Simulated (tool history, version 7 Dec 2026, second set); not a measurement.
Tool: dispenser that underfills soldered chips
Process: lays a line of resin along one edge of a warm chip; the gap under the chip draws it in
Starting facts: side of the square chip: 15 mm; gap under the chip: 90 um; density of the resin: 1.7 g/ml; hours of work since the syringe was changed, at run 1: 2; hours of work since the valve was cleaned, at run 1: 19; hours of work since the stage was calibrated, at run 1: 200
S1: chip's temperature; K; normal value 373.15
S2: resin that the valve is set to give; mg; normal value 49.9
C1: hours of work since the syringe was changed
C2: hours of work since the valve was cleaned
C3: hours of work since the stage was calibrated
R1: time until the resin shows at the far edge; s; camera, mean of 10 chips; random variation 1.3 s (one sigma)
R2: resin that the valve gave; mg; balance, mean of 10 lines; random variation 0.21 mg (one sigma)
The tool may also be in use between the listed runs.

run 1 hour=0.0 | S1=373.15 S2=49.9 | C1=2 C2=19 C3=200 | R1=150.0 R2=49.32
run 2 hour=3.9 | S1=373.15 S2=49.9 | C1=5 C2=22 C3=202 | R1=187.4 R2=48.87
-- hour=4.9 new syringe of resin
run 3 hour=8.4 | S1=373.15 S2=49.3 | C1=3 C2=25 C3=206 | R1=149.6 R2=48.01
-- hour=13.4 new syringe of resin
run 4 hour=16.3 | S1=373.15 S2=49.3 | C1=2 C2=31 C3=211 | R1=147.9 R2=47.95
run 5 hour=20.0 | S1=373.15 S2=49.9 | C1=5 C2=33 C3=214 | R1=177.3 R2=48.44
-- hour=21.5 new syringe of resin
run 6 hour=28.1 | S1=373.15 S2=49.9 | C1=5 C2=39 C3=220 | R1=182.3 R2=48.01
-- hour=29.6 new syringe of resin
run 7 hour=32.0 | S1=373.15 S2=49.9 | C1=2 C2=42 C3=222 | R1=144.5 R2=48.21
-- hour=38.2 new syringe of resin
run 8 hour=39.8 | S1=361.15 S2=49.9 | C1=1 C2=47 C3=228 | R1=186.9 R2=47.90
run 9 hour=43.8 | S1=361.15 S2=49.9 | C1=4 C2=50 C3=231 | R1=225.7 R2=47.78
-- hour=46.5 new syringe of resin
run 10 hour=52.6 | S1=361.15 S2=49.9 | C1=4 C2=56 C3=237 | R1=235.9 R2=47.57
-- hour=54.6 new syringe of resin
run 11 hour=59.0 | S1=361.15 S2=49.9 | C1=3 C2=61 C3=241 | R1=217.2 R2=47.18
-- hour=63.2 new syringe of resin
run 12 hour=65.9 | S1=373.15 S2=49.9 | C1=2 C2=66 C3=246 | R1=149.9 R2=47.08
-- hour=71.6 new syringe of resin
run 13 hour=72.9 | S1=373.15 S2=62.1 | C1=1 C2=71 C3=251 | R1=128.3 R2=58.10
run 14 hour=77.2 | S1=373.15 S2=62.1 | C1=4 C2=74 C3=254 | R1=159.9 R2=57.57
-- hour=79.6 new syringe of resin
run 15 hour=84.5 | S1=366.15 S2=49.9 | C1=4 C2=79 C3=259 | R1=193.0 R2=46.57
-- hour=86.1 dispensing valve cleaned and set on the balance
-- hour=89.1 new syringe of resin
run 16 hour=91.5 | S1=366.15 S2=49.9 | C1=2 C2=4 C3=263 | R1=170.8 R2=49.49
run 17 hour=96.2 | S1=366.15 S2=49.9 | C1=5 C2=7 C3=267 | R1=221.5 R2=49.56
-- hour=97.2 new syringe of resin
run 18 hour=103.3 | S1=388.15 S2=49.9 | C1=4 C2=12 C3=272 | R1=119.1 R2=49.30
-- hour=105.6 new syringe of resin
run 19 hour=107.6 | S1=375.15 S2=49.9 | C1=1 C2=15 C3=275 | R1=132.1 R2=49.07
-- hour=113.9 new syringe of resin
run 20 hour=116.3 | S1=379.15 S2=55.4 | C1=2 C2=21 C3=281 | R1=117.3 R2=54.56
run 21 hour=121.5 | S1=378.15 S2=56.8 | C1=6 C2=25 C3=285 | R1=160.0 R2=55.14
-- hour=122.2 new syringe of resin
run 22 hour=127.9 | S1=378.15 S2=56.8 | C1=4 C2=30 C3=289 | R1=145.3 R2=55.18
-- hour=130.6 new syringe of resin
run 23 hour=133.2 | S1=378.15 S2=56.8 | C1=2 C2=33 C3=293 | R1=122.3 R2=54.91
-- hour=138.8 new syringe of resin
run 24 hour=138.8 | S1=378.15 S2=56.8 | C1=0 C2=37 C3=297 | R1=107.5 R2=54.82
run 25 hour=142.8 | S1=378.15 S2=56.8 | C1=3 C2=40 C3=300 | R1=132.7 R2=55.30
-- hour=146.9 new syringe of resin
run 26 hour=148.6 | S1=385.15 S2=60.7 | C1=1 C2=44 C3=304 | R1=101.3 R2=58.64
-- hour=155.3 new syringe of resin
run 27 hour=156.8 | S1=366.15 S2=51.6 | C1=1 C2=50 C3=310 | R1=163.3 R2=49.37
run 28 hour=160.7 | S1=366.15 S2=51.6 | C1=4 C2=53 C3=312 | R1=200.6 R2=49.77
-- hour=163.6 new syringe of resin
run 29 hour=167.8 | S1=366.15 S2=51.6 | C1=3 C2=58 C3=317 | R1=187.4 R2=49.02
-- hour=171.7 new syringe of resin
run 30 hour=174.9 | S1=370.15 S2=44.0 | C1=2 C2=63 C3=322 | R1=165.3 R2=41.65
-- hour=179.7 new syringe of resin
run 31 hour=183.9 | S1=386.15 S2=49.9 | C1=3 C2=69 C3=329 | R1=112.6 R2=46.79
-- hour=188.0 new syringe of resin
run 32 hour=192.3 | S1=386.15 S2=49.9 | C1=3 C2=75 C3=335 | R1=114.6 R2=46.36
-- hour=196.2 new syringe of resin
run 33 hour=198.1 | S1=365.15 S2=62.1 | C1=1 C2=79 C3=339 | R1=165.4 R2=58.41
-- hour=199.8 dispensing valve cleaned and set on the balance
-- hour=205.5 new syringe of resin
run 34 hour=207.4 | S1=385.15 S2=49.9 | C1=1 C2=5 C3=345 | R1=99.8 R2=49.97
-- hour=213.7 new syringe of resin
run 35 hour=213.7 | S1=361.15 S2=49.9 | C1=0 C2=10 C3=349 | R1=169.5 R2=49.62
-- hour=221.8 new syringe of resin
run 36 hour=222.3 | S1=361.15 S2=49.9 | C1=0 C2=16 C3=355 | R1=174.1 R2=49.15

Branching from run 36: 3 alternative next runs. What would each branch give?
run A hour=228.3 | S1=383.15 S2=43.8 | C1=5 C2=20 C3=359 | R1=? R2=?
run B hour=228.3 | S1=361.15 S2=52.4 | C1=5 C2=20 C3=359 | R1=? R2=?
run C hour=228.3 | S1=378.15 S2=54.6 | C1=5 C2=20 C3=359 | R1=? R2=?

run=A R1=144.4 R2=43.03
run=B R1=234.1 R2=51.72
run=C R1=156.2 R2=53.56
What these runs would have given with no unlogged condition in the tool:
run=A R1=106.8 R2=43.77
run=B R1=174.7 R2=52.61
run=C R1=116.1 R2=54.48
